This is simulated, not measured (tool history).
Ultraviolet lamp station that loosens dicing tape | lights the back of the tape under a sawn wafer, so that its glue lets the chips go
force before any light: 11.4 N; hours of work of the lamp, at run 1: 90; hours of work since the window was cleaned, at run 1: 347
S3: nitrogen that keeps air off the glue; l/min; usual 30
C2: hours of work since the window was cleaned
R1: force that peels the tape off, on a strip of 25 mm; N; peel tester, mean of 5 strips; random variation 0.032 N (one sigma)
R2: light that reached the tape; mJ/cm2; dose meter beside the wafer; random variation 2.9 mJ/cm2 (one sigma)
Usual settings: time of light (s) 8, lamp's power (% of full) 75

Run 1, hour 0.0: usual settings; hours of work of the lamp 90; C2 347. Result: R1 1.892 N, R2 378 mJ/cm2.
Run 2, hour 9.7: usual settings but S3 20 l/min; hours of work of the lamp 95; C2 353. Result: R1 2.425 N, R2 381 mJ/cm2.
Run 3, hour 28.1: usual settings but S3 20 l/min; hours of work of the lamp 105; C2 363. Result: R1 2.427 N, R2 375 mJ/cm2.
At hour 38.2: window cleaned of glue's vapour.
Run 4, hour 38.2: usual settings; hours of work of the lamp 111; C2 0. Result: R1 2.067 N, R2 356 mJ/cm2.
Run 5, hour 55.0: usual settings; hours of work of the lamp 120; C2 9. Result: R1 2.012 N, R2 353 mJ/cm2.
Run 6, hour 71.4: usual settings but lamp's power (% of full) 86; hours of work of the lamp 129; C2 18. Result: R1 1.649 N, R2 405 mJ/cm2.
Run 7, hour 87.2: usual settings; hours of work of the lamp 138; C2 27. Result: R1 2.038 N, R2 355 mJ/cm2.
Run 8, hour 107.7: usual settings; hours of work of the lamp 149; C2 39. Result: R1 2.127 N, R2 352 mJ/cm2.
Run 9, hour 122.4: usual settings; hours of work of the lamp 157; C2 47. Result: R1 2.148 N, R2 349 mJ/cm2.
Run 10, hour 133.2: usual settings; hours of work of the lamp 163; C2 53. Result: R1 2.088 N, R2 348 mJ/cm2.
Run 11, hour 147.3: usual settings; hours of work of the lamp 171; C2 61. Result: R1 2.163 N, R2 347 mJ/cm2.
Run 12, hour 169.4: usual settings but S3 18 l/min; hours of work of the lamp 183; C2 73. Result: R1 2.951 N, R2 347 mJ/cm2.
At hour 172.7: window cleaned of glue's vapour, once more.
Run 13, hour 182.1: usual settings but S3 18 l/min; hours of work of the lamp 190; C2 5. Result: R1 2.386 N, R2 402 mJ/cm2.
Run 14, hour 204.5: usual settings but lamp's power (% of full) 89; hours of work of the lamp 203; C2 18. Result: R1 1.251 N, R2 473 mJ/cm2.
Run 15, hour 219.0: usual settings but lamp's power (% of full) 89; hours of work of the lamp 211; C2 26. Result: R1 1.233 N, R2 471 mJ/cm2.
Run 16, hour 235.4: usual settings; hours of work of the lamp 220; C2 35. Result: R1 1.793 N, R2 401 mJ/cm2.
Run 17, hour 246.3: usual settings; hours of work of the lamp 226; C2 41. Result: R1 1.706 N, R2 389 mJ/cm2.
Run 18, hour 259.2: usual settings; hours of work of the lamp 233; C2 48. Result: R1 1.772 N, R2 391 mJ/cm2.
Run 19, hour 281.6: usual settings; hours of work of the lamp 246; C2 60. Result: R1 1.770 N, R2 396 mJ/cm2.
Run 20, hour 297.7: usual settings; hours of work of the lamp 255; C2 69. Result: R1 1.819 N, R2 390 mJ/cm2.
Run 21, hour 310.8: usual settings; hours of work of the lamp 262; C2 77. Result: R1 1.770 N, R2 390 mJ/cm2.
Run 22, hour 333.5: usual settings; hours of work of the lamp 274; C2 89. Result: R1 1.802 N, R2 391 mJ/cm2.
Run 23, hour 351.4: usual settings but lamp's power (% of full) 82; hours of work of the lamp 284; C2 99. Result: R1 1.550 N, R2 415 mJ/cm2.
Run 24, hour 373.6: usual settings but lamp's power (% of full) 82; hours of work of the lamp 297; C2 112. Result: R1 1.544 N, R2 420 mJ/cm2.
Run 25, hour 385.3: usual settings but lamp's power (% of full) 82; hours of work of the lamp 303; C2 118. Result: R1 1.533 N, R2 421 mJ/cm2.
Run 26, hour 395.7: usual settings but time of light (s) 14, S3 27 l/min; hours of work of the lamp 309; C2 124. Result: R1 0.618 N, R2 664 mJ/cm2.
Run 27, hour 408.3: usual settings but time of light (s) 6, lamp's power (% of full) 98, S3 47 l/min; hours of work of the lamp 316; C2 131. Result: R1 1.423 N, R2 376 mJ/cm2.
Run 28, hour 431.3: usual settings but S3 49 l/min; hours of work of the lamp 329; C2 144. Result: R1 1.367 N, R2 376 mJ/cm2.
Run 29, hour 446.8: usual settings but time of light (s) 9, lamp's power (% of full) 68; hours of work of the lamp 337; C2 152. Result: R1 1.788 N, R2 384 mJ/cm2.
Run 30, hour 456.6: usual settings but time of light (s) 5, lamp's power (% of full) 90, S3 28 l/min; hours of work of the lamp 343; C2 158. Result: R1 3.057 N, R2 283 mJ/cm2.
Run 31, hour 475.7: usual settings but time of light (s) 5, lamp's power (% of full) 90, S3 28 l/min; hours of work of the lamp 353; C2 168. Result: R1 3.048 N, R2 287 mJ/cm2.
Run 32, hour 492.0: usual settings but lamp's power (% of full) 97, S3 18 l/min; hours of work of the lamp 362; C2 177. Result: R1 1.761 N, R2 484 mJ/cm2.
Run 33, hour 506.8: usual settings but lamp's power (% of full) 97, S3 18 l/min; hours of work of the lamp 371; C2 186. Result: R1 1.783 N, R2 478 mJ/cm2.
Run 34, hour 524.7: usual settings but lamp's power (% of full) 97, S3 18 l/min; hours of work of the lamp 381; C2 195. Result: R1 1.763 N, R2 482 mJ/cm2.
Run 35, hour 536.1: usual settings but time of light (s) 13, lamp's power (% of full) 77, S3 18 l/min; hours of work of the lamp 387; C2 202. Result: R1 1.094 N, R2 618 mJ/cm2.
Run 36, hour 553.1: usual settings but time of light (s) 10, lamp's power (% of full) 78, S3 40 l/min; hours of work of the lamp 396; C2 211. Result: R1 0.906 N, R2 479 mJ/cm2.
Run 37, hour 571.0: usual settings but time of light (s) 10, lamp's power (% of full) 78, S3 40 l/min; hours of work of the lamp 406; C2 221. Result: R1 0.913 N, R2 479 mJ/cm2.
Run 38, hour 585.8: usual settings but time of light (s) 10, lamp's power (% of full) 78, S3 40 l/min; hours of work of the lamp 415; C2 229. Result: R1 0.970 N, R2 480 mJ/cm2.
Run 39, hour 595.7: usual settings but S3 10 l/min; hours of work of the lamp 420; C2 235. Result: R1 3.646 N, R2 363 mJ/cm2.
Run 40, hour 615.3: usual settings but time of light (s) 5, lamp's power (% of full) 84, S3 26 l/min; hours of work of the lamp 431; C2 246. Result: R1 3.502 N, R2 257 mJ/cm2.
Run 41, hour 634.4: usual settings but time of light (s) 5; hours of work of the lamp 442; C2 256. Result: R1 3.815 N, R2 223 mJ/cm2.
Run 42, hour 652.9: usual settings but lamp's power (% of full) 88, S3 31 l/min; hours of work of the lamp 452; C2 267. Result: R1 1.474 N, R2 423 mJ/cm2.
Run 43, hour 672.2: usual settings but time of light (s) 9, lamp's power (% of full) 70, S3 16 l/min; hours of work of the lamp 462; C2 277. Result: R1 2.785 N, R2 378 mJ/cm2.

Forecast each of these 3 alternatives for the next run:
Run A, hour 693.2: usual settings but time of light (s) 15, lamp's power (% of full) 84, S3 12 l/min; hours of work of the lamp 474; C2 289. Result: R1 ?, R2 ?.
Run B, hour 693.2: usual settings but time of light (s) 9, lamp's power (% of full) 66, S3 16 l/min; hours of work of the lamp 474; C2 289. Result: R1 ?, R2 ?.
Run C, hour 693.2: usual settings but time of light (s) 16, lamp's power (% of full) 72, S3 19 l/min; hours of work of the lamp 474; C2 289. Result: R1 ?, R2 ?.

run     R1   R2
  A  1.022  756
  B  3.132  361
  C  0.794  681
Without the tool's hidden state the same runs would have given:
run     R1   R2
  A  0.730  881
  B  2.538  419
  C  0.557  793
